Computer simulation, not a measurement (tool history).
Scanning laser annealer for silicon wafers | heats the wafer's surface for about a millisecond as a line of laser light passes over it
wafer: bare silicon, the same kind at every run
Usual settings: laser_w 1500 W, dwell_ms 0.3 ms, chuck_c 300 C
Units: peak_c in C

run,hour,laser_w,dwell_ms,chuck_c,peak_c
1,0,1500,0.3,300,1102
2,10.6,1500,0.3,300,1099
3,22.6,1500,0.3,300,1099
# hour 40.9: optics aligned, line set to its width
4,40.9,1500,0.373,300,1214
5,51.9,1500,0.212,300,952
6,63.9,1380,0.3,300,1025
7,84.3,1500,0.356,300,1187
8,101.5,1452,0.3,300,1072
9,121.7,1500,0.3,300,1106
10,134.2,1500,0.3,300,1101
11,147.4,1500,0.3,300,1101
12,167.8,1500,0.3,300,1100
13,178.7,1500,0.3,300,1101
14,195.3,1500,0.3,300,1105
15,209.2,1500,0.3,300,1102
16,219.8,1500,0.3,300,1105
17,230.8,1500,0.3,300,1105
18,245.5,1500,0.301,300,1105
19,258.2,1500,0.254,300,1026
20,270.6,1500,0.254,300,1024
21,287,1452,0.278,292,1033
22,304.5,1452,0.278,292,1031
23,319.7,1452,0.223,306,954
24,331.1,1452,0.223,306,956
25,346.4,1452,0.223,306,954
26,358.6,1412,0.352,319,1137
27,373.8,1412,0.352,319,1138
28,382.7,1463,0.269,291,1018
29,402.1,1563,0.38,306,1270
30,417,1340,0.312,300,1021
# hour 432: window over the wafer cleaned
31,433.2,1500,0.363,274,1174
32,447.9,1500,0.363,274,1174
33,456.7,1500,0.291,274,1063
34,466.1,1539,0.3,287,1115
35,485.6,1539,0.3,287,1116
36,505.8,1567,0.299,303,1144
37,516.1,1361,0.296,277,988
38,535.1,1514,0.3,311,1124
39,551.1,1514,0.216,271,940
40,566,1514,0.216,271,938

3 ways to go on from here, each from the tool as it stands after run 40. What would each give?
A,576.8,1399,0.335,304,?
B,576.8,1634,0.216,277,?
C,576.8,1292,0.304,264,?

run,peak_c
A,1095
B,1007
C,948
Without the tool's hidden state the same runs would have given:
run,peak_c
A,1095
B,1008
C,949
